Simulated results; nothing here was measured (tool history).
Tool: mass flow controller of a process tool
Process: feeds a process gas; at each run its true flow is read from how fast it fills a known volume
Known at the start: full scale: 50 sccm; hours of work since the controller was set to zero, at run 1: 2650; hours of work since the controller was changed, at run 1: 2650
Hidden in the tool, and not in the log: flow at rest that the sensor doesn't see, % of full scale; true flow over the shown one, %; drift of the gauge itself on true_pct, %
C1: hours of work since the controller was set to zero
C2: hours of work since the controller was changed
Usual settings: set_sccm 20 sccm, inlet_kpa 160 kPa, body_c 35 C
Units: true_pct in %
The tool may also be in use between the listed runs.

Run 1, hour 0.0: usual settings; C1 2650; C2 2650. Result: true_pct 100.14 %.
Run 2, hour 108.5: usual settings; C1 2704; C2 2704. Result: true_pct 100.21 %.
Run 3, hour 250.1: usual settings; C1 2774; C2 2774. Result: true_pct 100.12 %.
Run 4, hour 362.3: usual settings but inlet_kpa 195 kPa; C1 2829; C2 2829. Result: true_pct 99.87 %.
Run 5, hour 464.1: usual settings but set_sccm 9 sccm, inlet_kpa 195 kPa; C1 2879; C2 2879. Result: true_pct 99.45 %.
Run 6, hour 527.7: usual settings; C1 2910; C2 2910. Result: true_pct 100.00 %.
Run 7, hour 587.6: usual settings; C1 2940; C2 2940. Result: true_pct 99.98 %.
Run 8, hour 725.0: usual settings; C1 3007; C2 3007. Result: true_pct 100.01 %.
Run 9, hour 850.3: usual settings but body_c 31 C; C1 3069; C2 3069. Result: true_pct 99.58 %.
Run 10, hour 948.0: usual settings but body_c 31 C; C1 3117; C2 3117. Result: true_pct 99.43 %.
Run 11, hour 1013.8: usual settings but set_sccm 6 sccm; C1 3149; C2 3149. Result: true_pct 99.38 %.
Run 12, hour 1115.5: usual settings but set_sccm 6 sccm; C1 3199; C2 3199. Result: true_pct 99.31 %.
Run 13, hour 1238.7: usual settings but set_sccm 6 sccm; C1 3260; C2 3260. Result: true_pct 99.32 %.
Run 14, hour 1345.9: usual settings but set_sccm 6 sccm; C1 3313; C2 3313. Result: true_pct 99.19 %.
Run 15, hour 1486.9: usual settings but set_sccm 6 sccm; C1 3382; C2 3382. Result: true_pct 99.11 %.
Run 16, hour 1618.0: usual settings but set_sccm 6 sccm; C1 3447; C2 3447. Result: true_pct 99.10 %.
Run 17, hour 1693.6: usual settings; C1 3484; C2 3484. Result: true_pct 99.49 %.
At hour 1721.7: gauge calibrated.
Run 18, hour 1801.3: usual settings; C1 3537; C2 3537. Result: true_pct 100.27 %.
Run 19, hour 1864.9: usual settings; C1 3568; C2 3568. Result: true_pct 100.20 %.
Run 20, hour 1964.2: usual settings; C1 3617; C2 3617. Result: true_pct 100.13 %.
Run 21, hour 2106.8: usual settings; C1 3687; C2 3687. Result: true_pct 100.12 %.
Run 22, hour 2206.1: usual settings but body_c 24 C; C1 3736; C2 3736. Result: true_pct 98.89 %.
Run 23, hour 2267.7: usual settings but body_c 24 C; C1 3766; C2 3766. Result: true_pct 98.98 %.
Run 24, hour 2340.9: usual settings but inlet_kpa 168 kPa, body_c 20 C; C1 3803; C2 3803. Result: true_pct 98.48 %.
Run 25, hour 2438.1: usual settings but inlet_kpa 174 kPa; C1 3850; C2 3850. Result: true_pct 99.90 %.
Run 26, hour 2568.3: usual settings but set_sccm 41 sccm, inlet_kpa 209 kPa, body_c 28 C; C1 3914; C2 3914. Result: true_pct 99.56 %.
Run 27, hour 2675.6: usual settings but set_sccm 41 sccm, inlet_kpa 209 kPa, body_c 28 C; C1 3967; C2 3967. Result: true_pct 99.55 %.
Run 28, hour 2799.1: usual settings but set_sccm 41 sccm, inlet_kpa 209 kPa, body_c 28 C; C1 4028; C2 4028. Result: true_pct 99.49 %.
Run 29, hour 2883.2: usual settings but set_sccm 8 sccm, body_c 21 C; C1 4069; C2 4069. Result: true_pct 97.96 %.
Run 30, hour 2981.9: usual settings but inlet_kpa 172 kPa; C1 4118; C2 4118. Result: true_pct 99.61 %.
Run 31, hour 3047.5: usual settings but set_sccm 8 sccm, inlet_kpa 169 kPa; C1 4150; C2 4150. Result: true_pct 99.36 %.
Run 32, hour 3123.0: usual settings but set_sccm 43 sccm, inlet_kpa 162 kPa, body_c 32 C; C1 4187; C2 4187. Result: true_pct 100.00 %.
Run 33, hour 3253.4: usual settings but set_sccm 43 sccm, inlet_kpa 162 kPa, body_c 30 C; C1 4252; C2 4252. Result: true_pct 99.93 %.
Run 34, hour 3383.9: usual settings but inlet_kpa 220 kPa, body_c 32 C; C1 4316; C2 4316. Result: true_pct 98.94 %.
Run 35, hour 3504.0: usual settings but inlet_kpa 220 kPa, body_c 29 C; C1 4375; C2 4375. Result: true_pct 98.49 %.
Run 36, hour 3606.0: usual settings but inlet_kpa 220 kPa, body_c 29 C; C1 4425; C2 4425. Result: true_pct 98.43 %.
Run 37, hour 3738.8: usual settings but set_sccm 36 sccm, inlet_kpa 193 kPa, body_c 29 C; C1 4491; C2 4491. Result: true_pct 99.06 %.
Run 38, hour 3863.0: usual settings but set_sccm 11 sccm, inlet_kpa 175 kPa, body_c 25 C; C1 4552; C2 4552. Result: true_pct 98.05 %.
At hour 3939.4: gauge calibrated.
Run 39, hour 3965.3: usual settings but set_sccm 18 sccm, inlet_kpa 168 kPa, body_c 38 C; C1 4602; C2 4602. Result: true_pct 100.40 %.
Run 40, hour 4032.2: usual settings but set_sccm 23 sccm, inlet_kpa 157 kPa, body_c 38 C; C1 4635; C2 4635. Result: true_pct 100.72 %.
Run 41, hour 4176.9: usual settings but set_sccm 23 sccm, inlet_kpa 157 kPa, body_c 38 C; C1 4706; C2 4706. Result: true_pct 100.55 %.
Run 42, hour 4285.3: usual settings but set_sccm 11 sccm, inlet_kpa 151 kPa; C1 4760; C2 4760. Result: true_pct 99.82 %.
Run 43, hour 4388.6: usual settings but set_sccm 9 sccm, inlet_kpa 156 kPa, body_c 36 C; C1 4810; C2 4810. Result: true_pct 99.96 %.
Run 44, hour 4468.0: usual settings but body_c 28 C; C1 4849; C2 4849. Result: true_pct 99.39 %.
Run 45, hour 4573.7: usual settings but set_sccm 6 sccm, body_c 31 C; C1 4901; C2 4901. Result: true_pct 99.22 %.

Some steps in true_pct between neighbouring runs. How much of each would the tool show without its hidden state too (settings, what came in, random variation), and how much is left for the hidden state, with any gauge scatter that isn't in both results?
Run 17 -> 18: gauge calibrated. true_pct +0.78 %: hidden state +0.72, all else +0.06.
Run 20 -> 21: no setting changed, nothing entered. true_pct -0.01 %: hidden state -0.07, all else +0.06.
Run 28 -> 29: set_sccm 41 -> 8, inlet_kpa 209 -> 160, body_c 28 -> 21. true_pct -1.53 %: hidden state -0.05, all else -1.48.
Run 29 -> 30: set_sccm 8 -> 20, inlet_kpa 160 -> 172, body_c 21 -> 35. true_pct +1.65 %: hidden state -0.04, all else +1.69.
Run 38 -> 39: set_sccm 11 -> 18, inlet_kpa 175 -> 168, body_c 25 -> 38, gauge calibrated. true_pct +2.35 %: hidden state +0.95, all else +1.40.
